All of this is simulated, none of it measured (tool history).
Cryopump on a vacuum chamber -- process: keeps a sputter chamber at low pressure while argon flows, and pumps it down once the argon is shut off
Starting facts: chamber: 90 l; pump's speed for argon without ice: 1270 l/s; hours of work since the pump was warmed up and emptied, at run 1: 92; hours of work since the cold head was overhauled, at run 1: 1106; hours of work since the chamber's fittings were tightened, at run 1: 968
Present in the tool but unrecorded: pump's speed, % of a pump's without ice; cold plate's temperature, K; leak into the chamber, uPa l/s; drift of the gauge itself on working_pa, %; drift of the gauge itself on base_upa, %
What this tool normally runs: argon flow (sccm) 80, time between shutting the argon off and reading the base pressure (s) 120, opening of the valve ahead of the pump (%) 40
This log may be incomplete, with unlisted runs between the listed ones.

run	hour	argon flow (sccm)	time between shutting the argon off and reading the base pressure (s)	opening of the valve ahead of the pump (%)	hours of work since the pump was warmed up and emptied	hours of work since the cold head was overhauled	hours of work since the chamber's fittings were tightened	pressure while argon flows (Pa)	pressure after the wait (uPa)
1	0	80	120	40	92	1106	968	0.2734	1.75
2	37.7	80	120	40	119	1134	996	0.2757	1.82
3	56.8	75	120	40	133	1148	1010	0.2579	1.76
4	75.3	75	120	40	147	1161	1024	0.261	1.84
5	96.5	80	120	40	162	1177	1039	0.2756	1.83
6	132.2	59	120	40	189	1203	1065	0.2066	1.91
7	155.9	32	120	40	206	1220	1083	0.1125	1.89
8	177.5	84	31	26	222	1236	1098	0.4439	4.34
9	199	84	31	26	237	1252	1114	0.4455	4.32
10	241.6	35	39	40	269	1283	1145	0.1241	3.85
11	276.3	43	39	17	294	1308	1171	0.3485	3.85

3 ways to go on from here, each from the tool as it stands after run 11. What would each give?
A	308.8	80	120	18	318	1332	1194	?	?
B	308.8	34	49	17	318	1332	1194	?	?
C	308.8	148	265	50	318	1332	1194	?	?

run	pressure while argon flows (Pa)	pressure after the wait (uPa)
A	0.6104	2.11
B	0.2769	3.28
C	0.4354	1.53
What these runs would have given with no unlogged condition in the tool:
run	pressure while argon flows (Pa)	pressure after the wait (uPa)
A	0.5887	1.1
B	0.2676	2.28
C	0.395	0.57
